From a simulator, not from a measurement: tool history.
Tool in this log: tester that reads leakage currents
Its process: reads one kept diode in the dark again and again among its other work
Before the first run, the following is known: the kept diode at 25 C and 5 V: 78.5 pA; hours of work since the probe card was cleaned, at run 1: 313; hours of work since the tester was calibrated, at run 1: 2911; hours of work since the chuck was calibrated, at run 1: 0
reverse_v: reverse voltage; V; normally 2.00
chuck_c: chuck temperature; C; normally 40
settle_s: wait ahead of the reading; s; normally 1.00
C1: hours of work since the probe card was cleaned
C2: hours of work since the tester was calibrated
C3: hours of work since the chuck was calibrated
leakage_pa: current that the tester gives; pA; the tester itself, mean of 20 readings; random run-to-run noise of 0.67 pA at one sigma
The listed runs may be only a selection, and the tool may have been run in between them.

run 1 hour=0.0 | reverse_v=2.00 chuck_c=40 settle_s=1.00 | C1=313 C2=2911 C3=0 | leakage_pa=221.79
run 2 hour=239.0 | reverse_v=2.00 chuck_c=40 settle_s=0.54 | C1=442 C2=3040 C3=129 | leakage_pa=226.15
run 3 hour=519.2 | reverse_v=14.76 chuck_c=40 settle_s=0.54 | C1=593 C2=3192 C3=280 | leakage_pa=498.29
run 4 hour=708.4 | reverse_v=2.00 chuck_c=40 settle_s=1.00 | C1=695 C2=3294 C3=383 | leakage_pa=233.27
run 5 hour=921.8 | reverse_v=2.00 chuck_c=40 settle_s=1.00 | C1=811 C2=3409 C3=498 | leakage_pa=236.67
run 6 hour=1107.0 | reverse_v=2.00 chuck_c=40 settle_s=1.00 | C1=911 C2=3509 C3=598 | leakage_pa=242.07
run 7 hour=1378.5 | reverse_v=2.00 chuck_c=40 settle_s=1.00 | C1=1057 C2=3656 C3=744 | leakage_pa=246.36
run 8 hour=1629.2 | reverse_v=2.00 chuck_c=40 settle_s=1.00 | C1=1193 C2=3791 C3=880 | leakage_pa=251.53
run 9 hour=1758.0 | reverse_v=2.00 chuck_c=43 settle_s=1.00 | C1=1262 C2=3861 C3=949 | leakage_pa=328.91
-- hour=1831.2 chuck's temperature calibrated
run 10 hour=2002.4 | reverse_v=15.58 chuck_c=32 settle_s=0.39 | C1=1393 C2=3992 C3=93 | leakage_pa=260.39
-- hour=2026.8 tester calibrated
run 11 hour=2196.0 | reverse_v=15.58 chuck_c=32 settle_s=0.39 | C1=1497 C2=91 C3=196 | leakage_pa=262.27
run 12 hour=2350.7 | reverse_v=1.48 chuck_c=32 settle_s=0.40 | C1=1580 C2=175 C3=279 | leakage_pa=102.52
run 13 hour=2628.4 | reverse_v=1.48 chuck_c=32 settle_s=0.40 | C1=1730 C2=325 C3=429 | leakage_pa=105.51
run 14 hour=2812.9 | reverse_v=4.05 chuck_c=53 settle_s=0.40 | C1=1830 C2=425 C3=529 | leakage_pa=926.04

Here are 3 independent what-if runs from the current tool condition. What would each one return?
run A hour=3089.5 | reverse_v=4.05 chuck_c=53 settle_s=0.45 | C1=1979 C2=574 C3=679 | leakage_pa=?
run B hour=3089.5 | reverse_v=7.65 chuck_c=56 settle_s=1.00 | C1=1979 C2=574 C3=679 | leakage_pa=?
run C hour=3089.5 | reverse_v=2.00 chuck_c=20 settle_s=0.88 | C1=1979 C2=574 C3=679 | leakage_pa=?

run=A leakage_pa=951.89
run=B leakage_pa=1524.51
run=C leakage_pa=40.63
With the hidden condition removed and each run's random variation left untouched, the same runs would have given:
run=A leakage_pa=877.58
run=B leakage_pa=1406.59
run=C leakage_pa=35.03
